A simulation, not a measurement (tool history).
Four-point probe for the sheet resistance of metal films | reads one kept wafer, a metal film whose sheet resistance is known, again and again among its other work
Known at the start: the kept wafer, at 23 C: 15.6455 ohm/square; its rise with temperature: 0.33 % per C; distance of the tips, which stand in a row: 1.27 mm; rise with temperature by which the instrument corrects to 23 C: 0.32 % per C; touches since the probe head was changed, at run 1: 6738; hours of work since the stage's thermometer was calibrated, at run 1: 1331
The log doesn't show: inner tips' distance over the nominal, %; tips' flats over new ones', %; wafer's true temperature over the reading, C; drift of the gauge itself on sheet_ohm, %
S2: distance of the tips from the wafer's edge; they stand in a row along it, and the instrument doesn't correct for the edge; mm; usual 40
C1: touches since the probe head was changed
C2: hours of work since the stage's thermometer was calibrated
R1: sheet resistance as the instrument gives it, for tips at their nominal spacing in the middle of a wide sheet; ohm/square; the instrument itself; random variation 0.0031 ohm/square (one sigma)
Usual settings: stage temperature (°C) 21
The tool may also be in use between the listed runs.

{"run": 1, "hour": 0.0, "stage temperature (°C)": 21, "S2": 40, "C1": 6738, "C2": 1331, "R1": 15.659704}
{"run": 2, "hour": 22.4, "stage temperature (°C)": 29, "S2": 40, "C1": 7305, "C2": 1344, "R1": 15.658702}
{"run": 3, "hour": 47.1, "stage temperature (°C)": 29, "S2": 40, "C1": 7930, "C2": 1359, "R1": 15.662193}
{"run": 4, "hour": 59.5, "stage temperature (°C)": 21, "S2": 40, "C1": 8242, "C2": 1366, "R1": 15.65504}
{"run": 5, "hour": 71.9, "stage temperature (°C)": 21, "S2": 40, "C1": 8556, "C2": 1373, "R1": 15.655226}
{"run": 6, "hour": 95.9, "stage temperature (°C)": 21, "S2": 40, "C1": 9164, "C2": 1388, "R1": 15.654811}
{"run": 7, "hour": 114.5, "stage temperature (°C)": 30, "S2": 40, "C1": 9634, "C2": 1399, "R1": 15.670522}
{"run": 8, "hour": 138.1, "stage temperature (°C)": 30, "S2": 40, "C1": 10231, "C2": 1413, "R1": 15.672576}
{"run": 9, "hour": 156.1, "stage temperature (°C)": 30, "S2": 40, "C1": 10686, "C2": 1423, "R1": 15.667645}
{"run": 10, "hour": 181.7, "stage temperature (°C)": 30, "S2": 40, "C1": 11333, "C2": 1439, "R1": 15.669649}
{"run": 11, "hour": 201.7, "stage temperature (°C)": 29, "S2": 35, "C1": 11840, "C2": 1450, "R1": 15.669216}
{"run": 12, "hour": 215.5, "stage temperature (°C)": 29, "S2": 35, "C1": 12188, "C2": 1459, "R1": 15.672371}
{"run": 13, "hour": 242.4, "stage temperature (°C)": 24, "S2": 7, "C1": 12868, "C2": 1475, "R1": 15.929375}
{"run": 14, "hour": 266.0, "stage temperature (°C)": 32, "S2": 22, "C1": 13464, "C2": 1488, "R1": 15.687731}
{"run": 15, "hour": 285.9, "stage temperature (°C)": 32, "S2": 22, "C1": 13970, "C2": 1500, "R1": 15.693585}
{"run": 16, "hour": 314.4, "stage temperature (°C)": 32, "S2": 7, "C1": 14689, "C2": 1517, "R1": 15.935976}
{"run": 17, "hour": 328.0, "stage temperature (°C)": 32, "S2": 15, "C1": 15033, "C2": 1525, "R1": 15.730997}
{"run": 18, "hour": 344.1, "stage temperature (°C)": 26, "S2": 4, "C1": 15442, "C2": 1535, "R1": 16.464408}

Forecast each of these 3 alternatives for the next run:
{"run": "A", "hour": 373.7, "stage temperature (°C)": 24, "S2": 40, "C1": 16189, "C2": 1552, "R1": "?"}
{"run": "B", "hour": 373.7, "stage temperature (°C)": 28, "S2": 4, "C1": 16189, "C2": 1552, "R1": "?"}
{"run": "C", "hour": 373.7, "stage temperature (°C)": 20, "S2": 40, "C1": 16189, "C2": 1552, "R1": "?"}

run=A R1=15.669817
run=B R1=16.473012
run=C R1=15.672431
Without the tool's hidden state the same runs would have given:
run=A R1=15.655188
run=B R1=16.457612
run=C R1=15.657920

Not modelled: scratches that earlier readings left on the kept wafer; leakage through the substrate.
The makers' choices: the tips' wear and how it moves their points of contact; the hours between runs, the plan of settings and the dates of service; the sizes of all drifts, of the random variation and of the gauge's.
